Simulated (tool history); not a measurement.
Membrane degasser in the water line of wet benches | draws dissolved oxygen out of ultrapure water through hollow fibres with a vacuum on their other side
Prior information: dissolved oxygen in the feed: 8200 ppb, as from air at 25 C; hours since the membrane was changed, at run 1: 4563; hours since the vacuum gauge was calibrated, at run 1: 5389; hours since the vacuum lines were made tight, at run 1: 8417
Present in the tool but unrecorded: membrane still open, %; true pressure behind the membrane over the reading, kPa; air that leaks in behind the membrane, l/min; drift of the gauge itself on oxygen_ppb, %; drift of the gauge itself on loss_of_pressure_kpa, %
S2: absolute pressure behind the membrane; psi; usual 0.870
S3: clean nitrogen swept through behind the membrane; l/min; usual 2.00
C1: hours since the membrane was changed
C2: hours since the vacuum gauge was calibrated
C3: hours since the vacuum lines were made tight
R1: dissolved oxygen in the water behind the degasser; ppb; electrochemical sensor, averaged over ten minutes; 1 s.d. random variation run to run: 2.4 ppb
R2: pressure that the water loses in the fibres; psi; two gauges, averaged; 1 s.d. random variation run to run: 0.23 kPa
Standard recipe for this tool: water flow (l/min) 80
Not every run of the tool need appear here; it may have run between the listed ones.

run 1 hour=0.0 | water_flow_(l/min)=80 S2=0.870 S3=2.00 | C1=4563 C2=5389 C3=8417 | R1=264.8 R2=8.891
run 2 hour=128.1 | water_flow_(l/min)=80 S2=1.635 S3=2.00 | C1=4692 C2=5517 C3=8545 | R1=642.0 R2=8.859
run 3 hour=322.1 | water_flow_(l/min)=80 S2=0.870 S3=2.00 | C1=4886 C2=5711 C3=8739 | R1=263.1 R2=8.901
run 4 hour=409.5 | water_flow_(l/min)=80 S2=0.870 S3=2.00 | C1=4973 C2=5799 C3=8826 | R1=261.3 R2=8.833
run 5 hour=492.3 | water_flow_(l/min)=80 S2=0.870 S3=2.00 | C1=5056 C2=5882 C3=8909 | R1=269.3 R2=8.918
-- hour=587.1 seals of the vacuum lines changed
-- hour=667.0 vacuum gauge calibrated
run 6 hour=699.5 | water_flow_(l/min)=80 S2=1.688 S3=2.00 | C1=5260 C2=32 C3=112 | R1=700.2 R2=8.995
run 7 hour=811.7 | water_flow_(l/min)=80 S2=1.633 S3=2.00 | C1=5373 C2=145 C3=224 | R1=666.9 R2=8.882
run 8 hour=955.7 | water_flow_(l/min)=80 S2=1.633 S3=2.23 | C1=5517 C2=289 C3=368 | R1=608.6 R2=8.979
run 9 hour=1130.2 | water_flow_(l/min)=80 S2=0.870 S3=2.00 | C1=5691 C2=463 C3=543 | R1=269.3 R2=8.950
run 10 hour=1255.4 | water_flow_(l/min)=101 S2=0.870 S3=2.00 | C1=5816 C2=588 C3=668 | R1=348.5 R2=11.282
-- hour=1354.8 vacuum gauge calibrated, once more
run 11 hour=1410.1 | water_flow_(l/min)=80 S2=0.870 S3=2.00 | C1=5970 C2=55 C3=822 | R1=246.9 R2=8.944
run 12 hour=1521.5 | water_flow_(l/min)=59 S2=1.005 S3=2.42 | C1=6082 C2=167 C3=933 | R1=203.3 R2=6.650
run 13 hour=1691.8 | water_flow_(l/min)=59 S2=1.005 S3=2.42 | C1=6252 C2=337 C3=1104 | R1=203.1 R2=6.664
run 14 hour=1803.8 | water_flow_(l/min)=59 S2=1.005 S3=2.42 | C1=6364 C2=449 C3=1216 | R1=200.2 R2=6.672
run 15 hour=1968.6 | water_flow_(l/min)=82 S2=1.804 S3=2.42 | C1=6529 C2=614 C3=1381 | R1=641.7 R2=9.278
run 16 hour=2148.8 | water_flow_(l/min)=86 S2=0.809 S3=5.97 | C1=6709 C2=794 C3=1561 | R1=116.1 R2=9.726
run 17 hour=2305.2 | water_flow_(l/min)=49 S2=0.925 S3=5.89 | C1=6866 C2=950 C3=1717 | R1=68.0 R2=5.575

Run 18 comes next. What will it give?
run 18 hour=2445.6 | water_flow_(l/min)=49 S2=0.925 S3=5.89 | C1=7006 C2=1091 C3=1857 | R1=? R2=?

Run 18 came out at R1 68.2 ppb, R2 5.551 psi.
If the tool had no hidden condition, the same run with the same run-to-run variation would have returned R1 64.8 ppb, R2 5.169 psi.
